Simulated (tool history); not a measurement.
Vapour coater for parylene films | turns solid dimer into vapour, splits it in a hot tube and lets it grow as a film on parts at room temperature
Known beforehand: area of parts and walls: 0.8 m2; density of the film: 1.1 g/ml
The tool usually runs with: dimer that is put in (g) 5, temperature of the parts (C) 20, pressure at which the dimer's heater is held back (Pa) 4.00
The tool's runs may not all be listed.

run,hour,dimer that is put in (g),temperature of the parts (C),pressure at which the dimer's heater is held back (Pa),thickness of the film (nm)
1,0.0,5,20,4.00,3490
2,17.8,5,20,4.00,3500
3,29.5,5,20,5.43,3380
4,46.5,5,20,4.00,3440
5,54.7,5,20,4.00,3440
6,68.7,5,20,4.00,3530
7,86.2,5,20,4.00,3400
8,101.8,5,20,4.00,3470
9,114.0,5,20,4.00,3440
10,126.7,5,20,6.61,3220
# hour 129.2: table's thermometer calibrated
11,144.5,5,20,4.00,3400
12,152.5,3,20,4.00,2090
13,160.6,3,24,4.00,1650
14,176.0,3,24,4.00,1700
15,194.0,5,20,4.00,3430
16,204.4,5,14,4.00,4480
17,212.6,5,14,5.49,4350
18,227.9,5,14,5.49,4270
# hour 232.0: table's thermometer calibrated, once more
19,237.8,5,14,5.49,4200
20,246.4,7,20,2.53,4930
21,261.3,7,20,4.31,4660
22,272.2,5,14,4.86,4300
23,285.7,6,20,4.00,4030
# hour 295.1: trap's valve overhauled
24,298.1,6,20,4.00,4450
25,310.2,4,20,3.10,3070
26,327.2,5,15,4.00,4770
27,342.4,5,15,8.16,4340
28,357.4,5,15,8.16,4340
29,366.5,2,20,4.00,1490
30,377.9,2,21,8.17,1270
31,392.4,2,21,8.17,1240
32,410.5,4,20,4.00,2950
33,422.8,2,24,4.00,1200
34,430.8,2,24,4.00,1240
35,439.8,6,15,7.81,5160
36,450.6,6,15,7.81,5110
37,461.1,6,15,7.81,5100

Consider 4 possible next runs. They are alternatives, not a sequence: every one starts from the tool as it was left by run 37. What does each give?
A,473.1,2,23,5.88,?
B,473.1,6,21,4.41,?
C,473.1,3,25,2.84,?
D,473.1,7,20,3.39,?

run,thickness of the film (nm)
A,1230
B,4040
C,1800
D,5210
Had the tool no hidden state, the same runs would have come out as:
run,thickness of the film (nm)
A,1290
B,4240
C,1880
D,5460
